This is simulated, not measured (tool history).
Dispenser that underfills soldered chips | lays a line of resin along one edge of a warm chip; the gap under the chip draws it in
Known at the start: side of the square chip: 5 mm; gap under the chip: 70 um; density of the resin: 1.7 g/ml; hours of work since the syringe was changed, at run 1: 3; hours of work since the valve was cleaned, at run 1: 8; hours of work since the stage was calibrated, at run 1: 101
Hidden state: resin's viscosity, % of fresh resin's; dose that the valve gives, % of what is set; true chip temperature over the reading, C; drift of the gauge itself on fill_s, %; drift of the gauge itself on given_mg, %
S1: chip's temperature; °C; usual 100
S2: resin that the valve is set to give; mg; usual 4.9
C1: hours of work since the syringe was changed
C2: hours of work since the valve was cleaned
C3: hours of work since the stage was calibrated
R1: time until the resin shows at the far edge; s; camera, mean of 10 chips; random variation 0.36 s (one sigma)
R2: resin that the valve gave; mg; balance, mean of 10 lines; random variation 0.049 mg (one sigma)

run 1 day=0 | S1=100 S2=4.9 | C1=3 C2=8 C3=101 | R1=21.7 R2=4.86
run 2 day=0.104 | S1=99 S2=4.9 | C1=5 C2=9 C3=103 | R1=24.2 R2=4.78
run 3 day=0.225 | S1=99 S2=4.9 | C1=7 C2=11 C3=105 | R1=25.8 R2=4.86
-- day=0.367 new syringe of resin
run 4 day=0.388 | S1=99 S2=4.9 | C1=0 C2=13 C3=107 | R1=20.9 R2=4.8
run 5 day=0.567 | S1=100 S2=4.9 | C1=3 C2=16 C3=110 | R1=21.9 R2=4.84
run 6 day=0.671 | S1=100 S2=4.9 | C1=5 C2=18 C3=111 | R1=23.2 R2=4.79
run 7 day=0.812 | S1=100 S2=4.9 | C1=7 C2=20 C3=113 | R1=24.9 R2=4.85
-- day=0.967 new syringe of resin
run 8 day=0.983 | S1=100 S2=4.9 | C1=0 C2=22 C3=116 | R1=19.9 R2=4.83
run 9 day=1.083 | S1=100 S2=4.9 | C1=2 C2=24 C3=117 | R1=20.6 R2=4.83
run 10 day=1.258 | S1=100 S2=4.9 | C1=4 C2=27 C3=120 | R1=23.3 R2=4.77
run 11 day=1.354 | S1=100 S2=4.9 | C1=6 C2=28 C3=121 | R1=24.3 R2=4.77
-- day=1.558 new syringe of resin
run 12 day=1.567 | S1=100 S2=4.9 | C1=0 C2=31 C3=124 | R1=20.2 R2=4.79
run 13 day=1.712 | S1=100 S2=5.92 | C1=2 C2=33 C3=127 | R1=21.3 R2=5.76
run 14 day=1.8 | S1=93 S2=5.92 | C1=4 C2=35 C3=128 | R1=30.5 R2=5.72
run 15 day=1.929 | S1=93 S2=5.92 | C1=6 C2=36 C3=130 | R1=33.7 R2=5.76
run 16 day=2.029 | S1=93 S2=5.44 | C1=7 C2=38 C3=131 | R1=34.6 R2=5.31
-- day=2.15 new syringe of resin
run 17 day=2.175 | S1=87 S2=5.44 | C1=0 C2=40 C3=134 | R1=36.4 R2=5.31
run 18 day=2.333 | S1=100 S2=5.86 | C1=3 C2=42 C3=136 | R1=20.7 R2=5.67
run 19 day=2.429 | S1=100 S2=5.86 | C1=4 C2=44 C3=137 | R1=22.5 R2=5.65
run 20 day=2.575 | S1=100 S2=5.86 | C1=6 C2=46 C3=140 | R1=23.6 R2=5.64
-- day=2.746 new syringe of resin
run 21 day=2.788 | S1=100 S2=4.54 | C1=1 C2=49 C3=143 | R1=19.5 R2=4.34
run 22 day=2.929 | S1=100 S2=4.54 | C1=3 C2=51 C3=145 | R1=22.1 R2=4.4
run 23 day=3.083 | S1=100 S2=4.54 | C1=5 C2=54 C3=147 | R1=24 R2=4.34
run 24 day=3.175 | S1=100 S2=4.54 | C1=7 C2=55 C3=148 | R1=24.6 R2=4.41
-- day=3.342 new syringe of resin
run 25 day=3.362 | S1=100 S2=4.35 | C1=0 C2=58 C3=151 | R1=21.1 R2=4.15
run 26 day=3.525 | S1=100 S2=4.35 | C1=3 C2=60 C3=154 | R1=22 R2=4.2
run 27 day=3.729 | S1=89 S2=4.31 | C1=6 C2=63 C3=157 | R1=42.1 R2=4.08
run 28 day=3.892 | S1=110 S2=5.94 | C1=8 C2=66 C3=159 | R1=17.8 R2=5.72
-- day=3.929 new syringe of resin
run 29 day=4.033 | S1=96 S2=4.26 | C1=2 C2=68 C3=161 | R1=24.6 R2=4.05
run 30 day=4.171 | S1=96 S2=4.26 | C1=4 C2=70 C3=163 | R1=26.8 R2=4.07
run 31 day=4.283 | S1=96 S2=4.26 | C1=5 C2=71 C3=165 | R1=28.6 R2=4.07
run 32 day=4.467 | S1=96 S2=4.26 | C1=8 C2=74 C3=168 | R1=31.6 R2=3.98
-- day=4.521 new syringe of resin
run 33 day=4.604 | S1=107 S2=5.5 | C1=1 C2=76 C3=170 | R1=14.3 R2=5.15
run 34 day=4.762 | S1=89 S2=5.02 | C1=4 C2=78 C3=172 | R1=35.4 R2=4.76
run 35 day=4.921 | S1=89 S2=5.02 | C1=6 C2=81 C3=174 | R1=38.6 R2=4.77
run 36 day=5.058 | S1=103 S2=4.65 | C1=8 C2=83 C3=176 | R1=22 R2=4.41
-- day=5.117 new syringe of resin
run 37 day=5.267 | S1=114 S2=5.54 | C1=2 C2=86 C3=179 | R1=11.4 R2=5.25

Hidden state at the last listed run before each entry between runs and at the first one after, where it differs:
Between runs 3 and 4: new syringe of resin (day 0.367)
  resin's viscosity, % of fresh resin's: 127.4 -> 101.1; dose that the valve gives, % of what is set: 98.97 -> 98.82; true chip temperature over the reading, C: 0.23 -> 0.24
  measured less the result without the state, R1: +5.5 -> +0 s; R2: -0.05 -> -0.05 mg
Between runs 7 and 8: new syringe of resin (day 0.967)
  resin's viscosity, % of fresh resin's: 127 -> 100.4; dose that the valve gives, % of what is set: 98.41 -> 98.25; true chip temperature over the reading, C: 0.26 -> 0.27
  measured less the result without the state, R1: +5.1 -> -0.1 s; R2: -0.08 -> -0.08 mg
Between runs 11 and 12: new syringe of resin (day 1.558)
  resin's viscosity, % of fresh resin's: 122.5 -> 102.4; dose that the valve gives, % of what is set: 97.89 -> 97.7; true chip temperature over the reading, C: 0.3 -> 0.31
  measured less the result without the state, R1: +4.2 -> +0.2 s; R2: -0.1 -> -0.12 mg
Between runs 16 and 17: new syringe of resin (day 2.15)
  resin's viscosity, % of fresh resin's: 131.3 -> 101.2; dose that the valve gives, % of what is set: 97.25 -> 97.11; true chip temperature over the reading, C: 0.34 -> 0.35
  measured less the result without the state, R1: +7.9 -> -0.2 s; R2: -0.15 -> -0.16 mg
Between runs 20 and 21: new syringe of resin (day 2.746)
  resin's viscosity, % of fresh resin's: 125.4 -> 102.4; dose that the valve gives, % of what is set: 96.74 -> 96.56; true chip temperature over the reading, C: 0.37 -> 0.38
  measured less the result without the state, R1: +4.5 -> +0.2 s; R2: -0.19 -> -0.16 mg
Between runs 24 and 25: new syringe of resin (day 3.342)
  resin's viscosity, % of fresh resin's: 126.3 -> 104.3; dose that the valve gives, % of what is set: 96.18 -> 96.01; true chip temperature over the reading, C: 0.41 -> 0.42
  measured less the result without the state, R1: +5 -> +0.7 s; R2: -0.17 -> -0.17 mg
Between runs 28 and 29: new syringe of resin (day 3.929)
  resin's viscosity, % of fresh resin's: 138.3 -> 104.4; dose that the valve gives, % of what is set: 95.49 -> 95.36; true chip temperature over the reading, C: 0.45 -> 0.46
  measured less the result without the state, R1: +4.6 -> +0.8 s; R2: -0.26 -> -0.2 mg
Between runs 32 and 33: new syringe of resin (day 4.521)
  resin's viscosity, % of fresh resin's: 131.7 -> 103.1; dose that the valve gives, % of what is set: 94.93 -> 94.81; true chip temperature over the reading, C: 0.48 -> 0.49
  measured less the result without the state, R1: +7.3 -> +0.2 s; R2: -0.21 -> -0.29 mg
Between runs 36 and 37: new syringe of resin (day 5.117)
  resin's viscosity, % of fresh resin's: 131.5 -> 109.1; dose that the valve gives, % of what is set: 94.38 -> 94.18; true chip temperature over the reading, C: 0.52 -> 0.53
  measured less the result without the state, R1: +5.2 -> +0.7 s; R2: -0.26 -> -0.32 mg
